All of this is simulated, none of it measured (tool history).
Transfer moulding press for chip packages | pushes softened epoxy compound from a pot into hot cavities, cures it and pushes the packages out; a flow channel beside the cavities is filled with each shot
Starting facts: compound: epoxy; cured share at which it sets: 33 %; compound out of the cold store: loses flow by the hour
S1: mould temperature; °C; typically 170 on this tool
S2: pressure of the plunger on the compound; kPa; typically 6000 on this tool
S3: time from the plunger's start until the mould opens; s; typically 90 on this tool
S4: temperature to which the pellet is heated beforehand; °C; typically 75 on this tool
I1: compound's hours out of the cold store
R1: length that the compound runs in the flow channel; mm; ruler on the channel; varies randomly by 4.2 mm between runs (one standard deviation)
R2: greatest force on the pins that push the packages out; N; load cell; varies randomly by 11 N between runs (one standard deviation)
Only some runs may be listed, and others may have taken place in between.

run 1 hour=0 | S1=170 S2=6000 S3=90 S4=75 | I1=29.5 | R1=815 R2=488
-- hour=92.4 cavities cleaned with cleaning compound and waxed
run 2 hour=92.4 | S1=170 S2=6000 S3=90 S4=75 | I1=35.3 | R1=797 R2=483
-- hour=127.7 plunger's sealing rings changed
run 3 hour=173.2 | S1=170 S2=6090 S3=90 S4=75 | I1=36.8 | R1=795 R2=502
-- hour=190.4 cavities cleaned with cleaning compound and waxed
run 4 hour=226.3 | S1=170 S2=6090 S3=90 S4=67 | I1=10.6 | R1=893 R2=515
-- hour=284.7 cavities cleaned with cleaning compound and waxed
run 5 hour=284.7 | S1=170 S2=6090 S3=90 S4=67 | I1=30.6 | R1=811 R2=502
run 6 hour=339.6 | S1=170 S2=6000 S3=90 S4=75 | I1=10.4 | R1=880 R2=495
-- hour=374.7 cavities cleaned with cleaning compound and waxed
run 7 hour=419 | S1=170 S2=6000 S3=90 S4=75 | I1=24.4 | R1=834 R2=503
-- hour=427.4 mould's thermocouples calibrated
-- hour=472.1 cavities cleaned with cleaning compound and waxed
run 8 hour=479.3 | S1=170 S2=6000 S3=90 S4=75 | I1=10 | R1=886 R2=479
run 9 hour=557.9 | S1=170 S2=6000 S3=90 S4=75 | I1=48 | R1=752 R2=460
-- hour=565.6 cavities cleaned with cleaning compound and waxed
run 10 hour=643.1 | S1=170 S2=6000 S3=90 S4=75 | I1=46.5 | R1=754 R2=482
-- hour=657.7 cavities cleaned with cleaning compound and waxed
run 11 hour=689.8 | S1=170 S2=5810 S3=90 S4=84 | I1=10.5 | R1=875 R2=491
-- hour=744.1 plunger's sealing rings changed
-- hour=750.2 cavities cleaned with cleaning compound and waxed
run 12 hour=772.8 | S1=170 S2=5810 S3=90 S4=84 | I1=38.4 | R1=768 R2=490
-- hour=841 cavities cleaned with cleaning compound and waxed
run 13 hour=845.5 | S1=162 S2=5320 S3=113 S4=76 | I1=42.1 | R1=753 R2=519
run 14 hour=901.9 | S1=164 S2=5690 S3=90 S4=66 | I1=38.4 | R1=781 R2=700

Branching from run 14: 4 alternative next runs. What would each branch give?
-- hour=932.3 cavities cleaned with cleaning compound and waxed
run A hour=946.7 | S1=170 S2=6000 S3=122 S4=75 | I1=17.5 | R1=? R2=?
-- hour=932.3 cavities cleaned with cleaning compound and waxed
run B hour=946.7 | S1=164 S2=6000 S3=124 S4=76 | I1=22 | R1=? R2=?
-- hour=932.3 cavities cleaned with cleaning compound and waxed
run C hour=946.7 | S1=164 S2=6280 S3=128 S4=66 | I1=19.5 | R1=? R2=?
-- hour=932.3 cavities cleaned with cleaning compound and waxed
run D hour=946.7 | S1=170 S2=5170 S3=86 S4=68 | I1=40.7 | R1=? R2=?

run=A R1=856 R2=439
run=B R1=871 R2=466
run=C R1=893 R2=448
run=D R1=722 R2=508
With no hidden state in the tool, these same runs would have given:
run=A R1=856 R2=438
run=B R1=872 R2=465
run=C R1=893 R2=447
run=D R1=722 R2=507

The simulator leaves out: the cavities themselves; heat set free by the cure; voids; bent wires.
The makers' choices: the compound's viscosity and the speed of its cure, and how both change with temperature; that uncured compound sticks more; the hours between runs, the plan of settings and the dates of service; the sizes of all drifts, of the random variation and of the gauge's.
